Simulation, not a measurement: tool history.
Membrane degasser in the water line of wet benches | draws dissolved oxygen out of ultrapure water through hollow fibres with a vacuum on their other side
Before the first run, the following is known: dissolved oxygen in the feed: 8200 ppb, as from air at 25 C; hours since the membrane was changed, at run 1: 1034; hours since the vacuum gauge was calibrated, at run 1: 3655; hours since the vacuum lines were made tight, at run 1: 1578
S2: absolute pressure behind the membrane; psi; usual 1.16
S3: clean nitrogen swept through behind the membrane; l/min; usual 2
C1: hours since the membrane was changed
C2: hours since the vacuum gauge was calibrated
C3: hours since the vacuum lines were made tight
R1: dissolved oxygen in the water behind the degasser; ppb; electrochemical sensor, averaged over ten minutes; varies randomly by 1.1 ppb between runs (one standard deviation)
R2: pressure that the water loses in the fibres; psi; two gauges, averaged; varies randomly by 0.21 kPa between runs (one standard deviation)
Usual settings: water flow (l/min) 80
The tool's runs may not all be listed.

Run 1, hour 0: usual settings; C1 1034; C2 3655; C3 1578. Result: R1 384.4 ppb, R2 7.272 psi.
Run 2, hour 33.6: usual settings; C1 1067; C2 3688; C3 1612. Result: R1 384.5 ppb, R2 7.308 psi.
Run 3, hour 91: usual settings; C1 1125; C2 3746; C3 1669. Result: R1 383.1 ppb, R2 7.234 psi.
Run 4, hour 158.2: usual settings; C1 1192; C2 3813; C3 1736. Result: R1 385.3 ppb, R2 7.285 psi.
Run 5, hour 221.4: usual settings but water flow (l/min) 48; C1 1255; C2 3876; C3 1799. Result: R1 248 ppb, R2 4.315 psi.
Run 6, hour 252: usual settings but water flow (l/min) 48; C1 1286; C2 3907; C3 1830. Result: R1 247.7 ppb, R2 4.3 psi.
Run 7, hour 279.7: usual settings but S3 3.04 l/min; C1 1313; C2 3934; C3 1858. Result: R1 279 ppb, R2 7.227 psi.
Run 8, hour 345.5: usual settings but water flow (l/min) 52; C1 1379; C2 4000; C3 1924. Result: R1 266.2 ppb, R2 4.731 psi.
Run 9, hour 373.7: usual settings; C1 1407; C2 4028; C3 1952. Result: R1 383 ppb, R2 7.278 psi.
Run 10, hour 418.7: usual settings; C1 1452; C2 4073; C3 1997. Result: R1 384.2 ppb, R2 7.242 psi.
Run 11, hour 485.4: usual settings; C1 1519; C2 4140; C3 2063. Result: R1 384.9 ppb, R2 7.245 psi.
Run 12, hour 531.3: usual settings; C1 1565; C2 4186; C3 2109. Result: R1 384.3 ppb, R2 7.253 psi.
Run 13, hour 560.5: usual settings but S2 1.288 psi; C1 1594; C2 4215; C3 2138. Result: R1 447.9 ppb, R2 7.22 psi.
At hour 602.8: vacuum gauge calibrated.
Run 14, hour 621.4: usual settings but S2 1.288 psi, S3 1.36 l/min; C1 1655; C2 19; C3 2199. Result: R1 591.7 ppb, R2 7.291 psi.
Run 15, hour 679.4: usual settings but S2 2.239 psi, S3 1.36 l/min; C1 1713; C2 77; C3 2257. Result: R1 1182.7 ppb, R2 7.274 psi.
Run 16, hour 746.9: usual settings; C1 1780; C2 144; C3 2324. Result: R1 383.7 ppb, R2 7.258 psi.
Run 17, hour 779.6: usual settings; C1 1813; C2 177; C3 2357. Result: R1 384.6 ppb, R2 7.236 psi.
Run 18, hour 835.7: usual settings but water flow (l/min) 108, S3 5.85 l/min; C1 1869; C2 233; C3 2413. Result: R1 222.8 ppb, R2 9.76 psi.
Run 19, hour 889.4: usual settings but water flow (l/min) 108, S2 1.817 psi, S3 5.85 l/min; C1 1923; C2 287; C3 2467. Result: R1 398.6 ppb, R2 9.762 psi.
Run 20, hour 929.4: usual settings but S2 2.602 psi, S3 4.05 l/min; C1 1963; C2 327; C3 2507. Result: R1 619.1 ppb, R2 7.227 psi.
Run 21, hour 963.3: usual settings but S2 2.602 psi, S3 5.85 l/min; C1 1996; C2 360; C3 2541. Result: R1 455.6 ppb, R2 7.314 psi.
Run 22, hour 990.7: usual settings but S2 2.046 psi, S3 5.68 l/min; C1 2024; C2 388; C3 2568. Result: R1 353.4 ppb, R2 7.278 psi.
Run 23, hour 1055.5: usual settings but S2 2.046 psi, S3 5.68 l/min; C1 2089; C2 453; C3 2633. Result: R1 354.4 ppb, R2 7.23 psi.
Run 24, hour 1107.9: usual settings but S2 2.046 psi, S3 5.68 l/min; C1 2141; C2 505; C3 2685. Result: R1 353.8 ppb, R2 7.239 psi.
Run 25, hour 1159.3: usual settings but water flow (l/min) 92, S2 2.046 psi, S3 2.14 l/min; C1 2192; C2 556; C3 2737. Result: R1 866.4 ppb, R2 8.361 psi.
Run 26, hour 1215.6: usual settings but water flow (l/min) 70, S2 0.899 psi, S3 4.84 l/min; C1 2249; C2 613; C3 2793. Result: R1 109.4 ppb, R2 6.338 psi.
Run 27, hour 1261.2: usual settings but water flow (l/min) 70, S2 0.899 psi, S3 4.84 l/min; C1 2294; C2 658; C3 2839. Result: R1 108.6 ppb, R2 6.37 psi.
Run 28, hour 1308.5: usual settings but water flow (l/min) 70, S2 0.899 psi, S3 4.84 l/min; C1 2342; C2 706; C3 2886. Result: R1 108.6 ppb, R2 6.358 psi.
Run 29, hour 1368.3: usual settings but water flow (l/min) 58, S2 0.978 psi, S3 3.28 l/min; C1 2401; C2 765; C3 2946. Result: R1 145.6 ppb, R2 5.276 psi.
Run 30, hour 1419.2: usual settings but water flow (l/min) 58, S2 0.978 psi, S3 3.28 l/min; C1 2452; C2 816; C3 2997. Result: R1 144.5 ppb, R2 5.326 psi.
Run 31, hour 1485.2: usual settings but water flow (l/min) 67, S2 2.11 psi, S3 0.93 l/min; C1 2518; C2 882; C3 3063. Result: R1 1263 ppb, R2 6.177 psi.

For each entry between runs, how does the tool's hidden state at the last listed run before it compare with that at the first listed run after it?
Between runs 13 and 14: vacuum gauge calibrated (hour 602.8)
  the hidden state is the same at both runs

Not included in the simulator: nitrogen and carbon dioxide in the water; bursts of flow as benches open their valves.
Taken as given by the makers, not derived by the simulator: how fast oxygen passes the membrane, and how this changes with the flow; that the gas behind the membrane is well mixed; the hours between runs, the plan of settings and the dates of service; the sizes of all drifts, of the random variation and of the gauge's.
